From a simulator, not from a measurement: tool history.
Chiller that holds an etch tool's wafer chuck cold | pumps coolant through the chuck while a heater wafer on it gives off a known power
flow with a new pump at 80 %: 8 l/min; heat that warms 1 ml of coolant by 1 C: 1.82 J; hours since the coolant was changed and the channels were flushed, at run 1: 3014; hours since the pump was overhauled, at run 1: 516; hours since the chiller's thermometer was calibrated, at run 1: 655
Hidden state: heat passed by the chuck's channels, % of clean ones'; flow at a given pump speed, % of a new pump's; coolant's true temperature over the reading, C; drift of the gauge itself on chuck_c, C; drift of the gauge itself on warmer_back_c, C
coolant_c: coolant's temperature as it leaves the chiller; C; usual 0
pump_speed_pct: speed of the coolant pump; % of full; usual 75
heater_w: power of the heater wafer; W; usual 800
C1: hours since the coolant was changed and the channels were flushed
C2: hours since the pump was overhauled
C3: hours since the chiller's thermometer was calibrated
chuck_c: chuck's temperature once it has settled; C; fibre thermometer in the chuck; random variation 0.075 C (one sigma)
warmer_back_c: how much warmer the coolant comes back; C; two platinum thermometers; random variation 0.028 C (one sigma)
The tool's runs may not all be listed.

run 1 hour=0.0 | coolant_c=0 pump_speed_pct=75 heater_w=800 | C1=3014 C2=516 C3=655 | chuck_c=6.67 warmer_back_c=3.43
run 2 hour=60.1 | coolant_c=0 pump_speed_pct=75 heater_w=510 | C1=3074 C2=576 C3=715 | chuck_c=4.46 warmer_back_c=2.31
run 3 hour=107.7 | coolant_c=0 pump_speed_pct=75 heater_w=510 | C1=3121 C2=624 C3=763 | chuck_c=4.30 warmer_back_c=2.26
run 4 hour=204.8 | coolant_c=0 pump_speed_pct=75 heater_w=510 | C1=3218 C2=721 C3=860 | chuck_c=4.31 warmer_back_c=2.24
run 5 hour=262.6 | coolant_c=0 pump_speed_pct=75 heater_w=510 | C1=3276 C2=779 C3=918 | chuck_c=4.18 warmer_back_c=2.23
run 6 hour=315.4 | coolant_c=0 pump_speed_pct=75 heater_w=510 | C1=3329 C2=832 C3=970 | chuck_c=4.28 warmer_back_c=2.26
run 7 hour=365.9 | coolant_c=0 pump_speed_pct=75 heater_w=510 | C1=3380 C2=882 C3=1021 | chuck_c=4.40 warmer_back_c=2.24
run 8 hour=432.4 | coolant_c=0 pump_speed_pct=70 heater_w=800 | C1=3446 C2=949 C3=1087 | chuck_c=6.92 warmer_back_c=3.77
run 9 hour=509.3 | coolant_c=0 pump_speed_pct=75 heater_w=800 | C1=3523 C2=1026 C3=1164 | chuck_c=6.63 warmer_back_c=3.53
run 10 hour=595.3 | coolant_c=0 pump_speed_pct=75 heater_w=800 | C1=3609 C2=1112 C3=1250 | chuck_c=6.66 warmer_back_c=3.56
run 11 hour=698.0 | coolant_c=0 pump_speed_pct=75 heater_w=800 | C1=3712 C2=1214 C3=1353 | chuck_c=6.65 warmer_back_c=3.50
run 12 hour=799.5 | coolant_c=0 pump_speed_pct=75 heater_w=841 | C1=3813 C2=1316 C3=1455 | chuck_c=7.14 warmer_back_c=3.67
run 13 hour=855.1 | coolant_c=0 pump_speed_pct=75 heater_w=841 | C1=3869 C2=1371 C3=1510 | chuck_c=7.05 warmer_back_c=3.66
run 14 hour=942.7 | coolant_c=0 pump_speed_pct=75 heater_w=841 | C1=3956 C2=1459 C3=1598 | chuck_c=6.98 warmer_back_c=3.64
run 15 hour=1027.6 | coolant_c=0 pump_speed_pct=75 heater_w=841 | C1=4041 C2=1544 C3=1683 | chuck_c=7.20 warmer_back_c=3.68
run 16 hour=1110.9 | coolant_c=0 pump_speed_pct=75 heater_w=841 | C1=4124 C2=1627 C3=1766 | chuck_c=7.20 warmer_back_c=3.65
run 17 hour=1177.0 | coolant_c=0 pump_speed_pct=75 heater_w=841 | C1=4191 C2=1693 C3=1832 | chuck_c=7.05 warmer_back_c=3.71
run 18 hour=1237.7 | coolant_c=0 pump_speed_pct=75 heater_w=841 | C1=4251 C2=1754 C3=1893 | chuck_c=7.14 warmer_back_c=3.68

Run 19 comes next. What will it give?
run 19 hour=1310.0 | coolant_c=-5 pump_speed_pct=70 heater_w=413 | C1=4324 C2=1826 C3=1965 | chuck_c=? warmer_back_c=?

chuck_c: -1.37 C
warmer_back_c: 1.95 C
Without the tool's hidden state the same run would have given chuck_c -1.38 C, warmer_back_c 1.95 C.
